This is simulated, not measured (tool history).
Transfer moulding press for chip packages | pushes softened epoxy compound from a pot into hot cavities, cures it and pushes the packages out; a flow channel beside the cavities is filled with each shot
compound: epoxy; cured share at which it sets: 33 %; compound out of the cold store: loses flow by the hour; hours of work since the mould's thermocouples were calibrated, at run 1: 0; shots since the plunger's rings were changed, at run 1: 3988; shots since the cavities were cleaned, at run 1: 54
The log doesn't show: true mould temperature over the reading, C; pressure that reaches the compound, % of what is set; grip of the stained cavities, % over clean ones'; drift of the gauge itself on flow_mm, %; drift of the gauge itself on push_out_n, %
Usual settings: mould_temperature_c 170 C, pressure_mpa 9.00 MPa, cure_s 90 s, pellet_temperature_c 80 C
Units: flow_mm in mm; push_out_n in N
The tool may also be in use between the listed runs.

| run | hour | mould_temperature_c | pressure_mpa | cure_s | pellet_temperature_c | hours of work since the mould's thermocouples were calibrated | shots since the plunger's rings were changed | shots since the cavities were cleaned | incoming compound's hours out of the cold store | flow_mm | push_out_n |
|---|---|---|---|---|---|---|---|---|---|---|---|
| 1 | 0.0 | 170 | 9.00 | 90 | 80 | 0 | 3988 | 54 | 34.9 | 668 | 343 |
|  | 57.2 | plunger's sealing rings changed |
|  | 77.4 | cavities cleaned with cleaning compound and waxed |
| 2 | 77.4 | 170 | 9.00 | 90 | 80 | 45 | 236 | 0 | 20.3 | 737 | 338 |
|  | 152.7 | cavities cleaned with cleaning compound and waxed |
| 3 | 156.3 | 170 | 9.00 | 90 | 80 | 92 | 1216 | 45 | 45.2 | 666 | 339 |
| 4 | 201.6 | 170 | 9.00 | 90 | 80 | 119 | 1790 | 619 | 34.7 | 685 | 465 |
|  | 231.9 | cavities cleaned with cleaning compound and waxed |
| 5 | 254.0 | 170 | 9.00 | 90 | 80 | 150 | 2434 | 280 | 17.0 | 724 | 423 |
| 6 | 296.9 | 170 | 9.00 | 90 | 80 | 176 | 2977 | 823 | 42.3 | 656 | 485 |
|  | 308.0 | cavities cleaned with cleaning compound and waxed |
| 7 | 363.7 | 163 | 9.00 | 90 | 80 | 216 | 3803 | 704 | 31.6 | 694 | 772 |
|  | 382.9 | cavities cleaned with cleaning compound and waxed |
| 8 | 409.5 | 175 | 7.46 | 76 | 87 | 243 | 4365 | 337 | 39.4 | 578 | 410 |
|  | 439.2 | plunger's sealing rings changed |
|  | 463.9 | cavities cleaned with cleaning compound and waxed |
| 9 | 468.6 | 175 | 7.46 | 76 | 87 | 276 | 353 | 60 | 15.1 | 661 | 352 |
| 10 | 515.4 | 177 | 9.00 | 90 | 81 | 305 | 946 | 653 | 35.3 | 674 | 388 |
|  | 540.7 | cavities cleaned with cleaning compound and waxed |
| 11 | 579.2 | 178 | 10.41 | 122 | 81 | 342 | 1734 | 487 | 9.5 | 777 | 378 |
|  | 616.0 | cavities cleaned with cleaning compound and waxed |
| 12 | 626.7 | 178 | 8.65 | 122 | 81 | 370 | 2316 | 135 | 42.4 | 634 | 306 |
| 13 | 687.2 | 167 | 6.91 | 122 | 81 | 407 | 3082 | 901 | 8.6 | 654 | 429 |
|  | 695.7 | cavities cleaned with cleaning compound and waxed |
| 14 | 753.7 | 167 | 6.91 | 122 | 81 | 447 | 3905 | 735 | 21.0 | 617 | 405 |

Forecast each of these 3 alternatives for the next run:
|  | 771.4 | cavities cleaned with cleaning compound and waxed |
| A | 810.8 | 174 | 7.35 | 94 | 81 | 480 | 4608 | 499 | 9.5 | ? | ? |
|  | 771.4 | cavities cleaned with cleaning compound and waxed |
| B | 810.8 | 170 | 9.00 | 109 | 80 | 480 | 4608 | 499 | 20.5 | ? | ? |
|  | 771.4 | cavities cleaned with cleaning compound and waxed |
| C | 810.8 | 170 | 9.52 | 127 | 89 | 480 | 4608 | 499 | 40.7 | ? | ? |

| run | flow_mm | push_out_n |
|---|---|---|
| A | 640 | 387 |
| B | 696 | 392 |
| C | 665 | 353 |
Without the tool's hidden state the same runs would have given:
| run | flow_mm | push_out_n |
|---|---|---|
| A | 684 | 280 |
| B | 744 | 284 |
| C | 711 | 252 |

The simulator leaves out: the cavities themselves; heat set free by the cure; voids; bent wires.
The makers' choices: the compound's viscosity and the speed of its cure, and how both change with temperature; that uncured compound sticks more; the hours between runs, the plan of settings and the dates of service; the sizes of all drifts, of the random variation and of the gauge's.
